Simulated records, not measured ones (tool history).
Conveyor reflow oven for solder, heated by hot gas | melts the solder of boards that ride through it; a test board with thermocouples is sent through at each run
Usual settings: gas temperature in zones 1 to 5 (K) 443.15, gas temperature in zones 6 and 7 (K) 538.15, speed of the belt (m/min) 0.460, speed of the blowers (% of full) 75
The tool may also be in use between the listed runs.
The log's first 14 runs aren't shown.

run   hour  gas temperature in zones 1 to 5 (K)  gas temperature in zones 6 and 7 (K)  speed of the belt (m/min)  speed of the blowers (% of full)  hours of work since the flux was cleaned out  hours of work since the belt drive was overhauled  hours of work since the thermocouples were changed  highest temperature of the board (K)  time above the solder's melting point (s)
 15  541.4                               443.15                                538.15                      0.460                                75                                            57                                                313                                                 511                                521.55                                       54.0
 16  580.0                               443.15                                538.15                      0.460                                75                                            73                                                329                                                 528                                521.05                                       54.3
 17  626.5                               443.15                                527.15                      0.460                                79                                            93                                                349                                                 548                                512.25                                       45.8
 18  662.8                               446.15                                533.15                      0.408                                75                                           108                                                364                                                 563                                520.05                                       62.9
 19  684.0                               446.15                                533.15                      0.408                                75                                           117                                                373                                                 572                                520.25                                       62.7
 20  709.6                               446.15                                533.15                      0.408                                75                                           128                                                384                                                 583                                519.65                                       63.1
 21  743.7                               446.15                                530.15                      0.375                                75                                           143                                                399                                                 597                                518.75                                       68.6
 22  786.8                               443.15                                551.15                      0.391                                75                                           161                                                417                                                 616                                537.15                                       77.4
     796.3  -- flux residue cleaned out of gas plates and filters
 23  817.3                               443.15                                551.15                      0.391                                75                                             9                                                428                                                 627                                538.05                                       78.0

Run 24 comes next. What will it give?
 24  845.1                               443.15                                533.15                      0.479                                59                                            21                                                440                                                 639                                     ?                                          ?

{"run 24": {"highest temperature of the board (K)": 512.35, "time above the solder's melting point (s)": 41.8}}
Without the tool's hidden state the same run would have given highest temperature of the board (K) 513.05, time above the solder's melting point (s) 42.0.

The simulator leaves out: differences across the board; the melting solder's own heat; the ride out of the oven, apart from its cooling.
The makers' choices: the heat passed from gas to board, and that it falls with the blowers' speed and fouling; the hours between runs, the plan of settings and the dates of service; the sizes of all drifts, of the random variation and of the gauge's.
